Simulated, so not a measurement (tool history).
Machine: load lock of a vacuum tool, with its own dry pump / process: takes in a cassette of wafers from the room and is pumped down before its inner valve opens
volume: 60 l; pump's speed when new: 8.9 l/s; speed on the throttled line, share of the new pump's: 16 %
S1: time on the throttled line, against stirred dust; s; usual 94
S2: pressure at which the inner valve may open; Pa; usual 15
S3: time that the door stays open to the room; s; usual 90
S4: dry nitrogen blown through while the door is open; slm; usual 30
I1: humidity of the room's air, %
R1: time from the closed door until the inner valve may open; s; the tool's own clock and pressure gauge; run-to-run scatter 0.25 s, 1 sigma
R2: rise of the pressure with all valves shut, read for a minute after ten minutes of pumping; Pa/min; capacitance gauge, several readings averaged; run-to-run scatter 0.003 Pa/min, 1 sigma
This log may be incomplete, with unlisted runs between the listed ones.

run      day   S1  S2   S3  S4    I1     R1     R2
  1    0.000   94  15   90  30  46.1  140.0  0.090
  2    6.479   94  15  116  30  44.9  140.2  0.094
  3   15.150   94  15  116  30  47.0  140.1  0.099
  4   20.542   94  15  116  30  42.9  140.0  0.106
  5   25.633   94  15  116  30  44.3  139.9  0.106
  6   33.833   94  15  161  30  46.1  140.2  0.120
  7   41.275   94  15   90  42  46.7  140.2  0.111
  8   45.067   94  15   90  42  41.8  140.2  0.118
  9   53.000   94  15   90  30  45.9  140.8  0.121
 10   59.508   94  15   90  30  43.7  140.6  0.126
 11   65.512   94  15   90  30  46.1  141.1  0.137
 12   74.100   94  18   77  30  43.9  139.3  0.136
 13   80.925   79  15  129  35  45.6  128.3  0.143
 14   88.800  100  15   90  45  44.0  145.4  0.147
 15   95.375   96  11   90   6  48.4  144.9  0.166
 16  100.058   94  14   47  30  48.3  141.0  0.148
 17  105.692   94  14   47  30  42.4  141.2  0.148
 18  114.521   58  15  144  30  45.9  111.2  0.167
 19  122.596   94  18   48  30  40.7  139.9  0.165

Predict the results of run 20:
 20  126.304  94  18  48  30  44.4   ?   ?

{"run 20": {"R1": 140.1, "R2": 0.172}}
Were there no unlogged condition in the tool, this run, its random variation unchanged, would have produced R1 137.3 s, R2 0.016 Pa/min.

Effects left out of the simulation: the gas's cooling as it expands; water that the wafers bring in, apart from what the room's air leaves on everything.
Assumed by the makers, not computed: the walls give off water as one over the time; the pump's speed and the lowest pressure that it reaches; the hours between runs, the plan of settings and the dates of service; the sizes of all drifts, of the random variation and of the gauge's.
